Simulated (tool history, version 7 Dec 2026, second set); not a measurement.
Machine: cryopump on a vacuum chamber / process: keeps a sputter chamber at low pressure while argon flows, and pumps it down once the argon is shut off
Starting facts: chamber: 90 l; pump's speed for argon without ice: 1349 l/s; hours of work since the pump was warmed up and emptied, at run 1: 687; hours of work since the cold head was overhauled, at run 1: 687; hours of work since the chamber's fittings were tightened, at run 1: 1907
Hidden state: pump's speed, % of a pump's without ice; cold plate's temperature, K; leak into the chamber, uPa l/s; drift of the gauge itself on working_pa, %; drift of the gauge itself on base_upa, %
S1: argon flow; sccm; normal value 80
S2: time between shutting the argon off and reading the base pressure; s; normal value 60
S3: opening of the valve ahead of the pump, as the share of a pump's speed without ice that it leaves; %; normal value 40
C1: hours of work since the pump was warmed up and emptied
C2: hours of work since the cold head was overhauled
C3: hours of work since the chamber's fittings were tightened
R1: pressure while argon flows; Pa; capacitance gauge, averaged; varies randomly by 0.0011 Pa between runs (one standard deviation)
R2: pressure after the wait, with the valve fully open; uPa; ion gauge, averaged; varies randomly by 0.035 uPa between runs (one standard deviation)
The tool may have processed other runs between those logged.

run 1 hour=0 | S1=80 S2=60 S3=40 | C1=687 C2=687 C3=1907 | R1=0.2682 R2=3.57
run 2 hour=21.8 | S1=89 S2=60 S3=40 | C1=700 C2=700 C3=1920 | R1=0.2979 R2=3.58
run 3 hour=41.1 | S1=89 S2=60 S3=40 | C1=711 C2=711 C3=1932 | R1=0.2973 R2=3.53
run 4 hour=68.3 | S1=80 S2=60 S3=18 | C1=728 C2=728 C3=1948 | R1=0.573 R2=3.73
run 5 hour=92.4 | S1=80 S2=60 S3=18 | C1=742 C2=742 C3=1962 | R1=0.5764 R2=3.44
run 6 hour=114.7 | S1=80 S2=60 S3=18 | C1=756 C2=756 C3=1976 | R1=0.5715 R2=3.58
run 7 hour=134.4 | S1=72 S2=60 S3=40 | C1=767 C2=767 C3=1988 | R1=0.2422 R2=3.59
run 8 hour=152.9 | S1=67 S2=60 S3=40 | C1=779 C2=779 C3=1999 | R1=0.2248 R2=3.56
run 9 hour=178.8 | S1=67 S2=209 S3=40 | C1=794 C2=794 C3=2014 | R1=0.226 R2=2.35
run 10 hour=191.3 | S1=67 S2=209 S3=40 | C1=802 C2=802 C3=2022 | R1=0.2262 R2=2.47
run 11 hour=206.5 | S1=67 S2=209 S3=40 | C1=811 C2=811 C3=2031 | R1=0.2262 R2=2.49
run 12 hour=230.9 | S1=67 S2=209 S3=40 | C1=825 C2=825 C3=2046 | R1=0.2268 R2=2.53
run 13 hour=244.2 | S1=98 S2=209 S3=40 | C1=833 C2=833 C3=2054 | R1=0.3307 R2=2.47
run 14 hour=255.8 | S1=98 S2=209 S3=40 | C1=840 C2=840 C3=2061 | R1=0.3333 R2=2.46
run 15 hour=283.2 | S1=98 S2=209 S3=40 | C1=857 C2=857 C3=2077 | R1=0.3328 R2=2.51
run 16 hour=308.1 | S1=98 S2=32 S3=23 | C1=872 C2=872 C3=2092 | R1=0.5598 R2=5.19
run 17 hour=327.5 | S1=98 S2=32 S3=23 | C1=883 C2=883 C3=2104 | R1=0.5591 R2=5.17
run 18 hour=352.9 | S1=98 S2=280 S3=45 | C1=899 C2=899 C3=2119 | R1=0.3019 R2=2.44
run 19 hour=365.2 | S1=98 S2=280 S3=45 | C1=906 C2=906 C3=2126 | R1=0.2988 R2=2.47
run 20 hour=384.8 | S1=90 S2=25 S3=20 | C1=918 C2=918 C3=2138 | R1=0.5882 R2=5.98
-- hour=395.7 pump warmed up, emptied and cooled again
run 21 hour=405.3 | S1=76 S2=67 S3=40 | C1=6 C2=927 C3=2147 | R1=0.2397 R2=3.23
run 22 hour=424.9 | S1=34 S2=161 S3=53 | C1=18 C2=939 C3=2159 | R1=0.081 R2=2.31
run 23 hour=438.5 | S1=112 S2=64 S3=40 | C1=26 C2=947 C3=2167 | R1=0.3524 R2=3.32
run 24 hour=464.1 | S1=112 S2=64 S3=40 | C1=41 C2=962 C3=2183 | R1=0.3542 R2=3.34
run 25 hour=490.6 | S1=80 S2=138 S3=40 | C1=57 C2=978 C3=2199 | R1=0.2539 R2=2.52

Run 26, settings as shown, results not yet in. Your forecast:
run 26 hour=505.4 | S1=80 S2=138 S3=40 | C1=66 C2=987 C3=2207 | R1=? R2=?

{"run 26": {"R1": 0.2545, "R2": 2.55}}
The same run, on a tool lacking any hidden state, would have yielded R1 0.2519 Pa, R2 0.96 uPa.
